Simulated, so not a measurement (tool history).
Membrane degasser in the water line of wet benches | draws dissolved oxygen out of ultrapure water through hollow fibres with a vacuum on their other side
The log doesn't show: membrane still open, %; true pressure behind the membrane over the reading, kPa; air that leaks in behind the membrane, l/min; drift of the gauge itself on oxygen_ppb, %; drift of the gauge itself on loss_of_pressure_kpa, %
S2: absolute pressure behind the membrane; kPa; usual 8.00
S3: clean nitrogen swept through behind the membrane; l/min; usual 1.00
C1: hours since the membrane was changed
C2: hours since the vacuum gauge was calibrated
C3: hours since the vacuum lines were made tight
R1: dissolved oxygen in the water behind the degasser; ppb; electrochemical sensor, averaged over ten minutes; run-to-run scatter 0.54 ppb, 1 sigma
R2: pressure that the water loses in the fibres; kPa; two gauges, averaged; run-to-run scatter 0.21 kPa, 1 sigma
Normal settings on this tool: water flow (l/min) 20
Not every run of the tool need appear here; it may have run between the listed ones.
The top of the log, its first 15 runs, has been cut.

{"run": 16, "hour": 2551.6, "water flow (l/min)": 20, "S2": 8.0, "S3": 1.0, "C1": 7085, "C2": 4784, "C3": 15484, "R1": 212.7, "R2": 47.57}
{"run": 17, "hour": 2724.8, "water flow (l/min)": 20, "S2": 12.05, "S3": 0.4, "C1": 7259, "C2": 4958, "C3": 15657, "R1": 790.6, "R2": 47.19}
{"run": 18, "hour": 2943.0, "water flow (l/min)": 20, "S2": 12.05, "S3": 0.4, "C1": 7477, "C2": 5176, "C3": 15875, "R1": 791.2, "R2": 47.81}
{"run": 19, "hour": 3056.7, "water flow (l/min)": 21, "S2": 8.0, "S3": 1.0, "C1": 7591, "C2": 5290, "C3": 15989, "R1": 223.8, "R2": 50.3}
{"run": 20, "hour": 3192.5, "water flow (l/min)": 14, "S2": 17.0, "S3": 1.0, "C1": 7726, "C2": 5425, "C3": 16124, "R1": 430.8, "R2": 33.32}
{"hour": 3320.1, "done": "seals of the vacuum lines changed"}
{"run": 21, "hour": 3412.5, "water flow (l/min)": 14, "S2": 17.0, "S3": 1.0, "C1": 7944, "C2": 5643, "C3": 92, "R1": 429.7, "R2": 33.46}
{"run": 22, "hour": 3562.9, "water flow (l/min)": 14, "S2": 17.0, "S3": 1.0, "C1": 8095, "C2": 5794, "C3": 243, "R1": 430.6, "R2": 33.38}
{"run": 23, "hour": 3740.1, "water flow (l/min)": 22, "S2": 8.23, "S3": 0.6, "C1": 8272, "C2": 5971, "C3": 420, "R1": 369.7, "R2": 52.64}
{"run": 24, "hour": 3833.2, "water flow (l/min)": 22, "S2": 8.23, "S3": 0.57, "C1": 8365, "C2": 6064, "C3": 513, "R1": 386.5, "R2": 52.3}
{"run": 25, "hour": 3935.4, "water flow (l/min)": 22, "S2": 8.23, "S3": 0.57, "C1": 8467, "C2": 6166, "C3": 615, "R1": 385.1, "R2": 52.44}
{"run": 26, "hour": 4156.0, "water flow (l/min)": 13, "S2": 8.23, "S3": 0.57, "C1": 8688, "C2": 6387, "C3": 836, "R1": 248.8, "R2": 31.12}
{"run": 27, "hour": 4321.2, "water flow (l/min)": 31, "S2": 11.29, "S3": 1.91, "C1": 8853, "C2": 6552, "C3": 1001, "R1": 302.2, "R2": 73.58}
{"run": 28, "hour": 4484.7, "water flow (l/min)": 13, "S2": 19.68, "S3": 1.0, "C1": 9017, "C2": 6716, "C3": 1165, "R1": 479.3, "R2": 31.27}
{"run": 29, "hour": 4603.3, "water flow (l/min)": 13, "S2": 10.52, "S3": 0.9, "C1": 9135, "C2": 6834, "C3": 1283, "R1": 240.5, "R2": 30.65}
{"run": 30, "hour": 4791.8, "water flow (l/min)": 14, "S2": 19.68, "S3": 1.0, "C1": 9324, "C2": 7023, "C3": 1472, "R1": 511.8, "R2": 33.12}
{"run": 31, "hour": 4927.1, "water flow (l/min)": 14, "S2": 19.68, "S3": 1.0, "C1": 9459, "C2": 7158, "C3": 1607, "R1": 510.4, "R2": 33.24}
{"hour": 5040.8, "done": "gauge calibrated"}
{"run": 32, "hour": 5086.1, "water flow (l/min)": 14, "S2": 19.68, "S3": 1.0, "C1": 9618, "C2": 7317, "C3": 1766, "R1": 504.6, "R2": 33.3}

Branching from run 32: 3 alternative next runs. What would each branch give?
{"run": "A", "hour": 5251.0, "water flow (l/min)": 15, "S2": 19.68, "S3": 1.0, "C1": 9783, "C2": 7482, "C3": 1931, "R1": "?", "R2": "?"}
{"run": "B", "hour": 5251.0, "water flow (l/min)": 14, "S2": 19.68, "S3": 1.39, "C1": 9783, "C2": 7482, "C3": 1931, "R1": "?", "R2": "?"}
{"run": "C", "hour": 5251.0, "water flow (l/min)": 25, "S2": 16.09, "S3": 0.57, "C1": 9783, "C2": 7482, "C3": 1931, "R1": "?", "R2": "?"}

run=A R1=535.2 R2=35.67
run=B R1=378.2 R2=33.59
run=C R1=1011.9 R2=59.89
The same runs, with their run-to-run variation unchanged, on a tool lacking any hidden condition would have given:
run=A R1=534.8 R2=35.65
run=B R1=377.8 R2=33.57
run=C R1=1011.1 R2=59.87
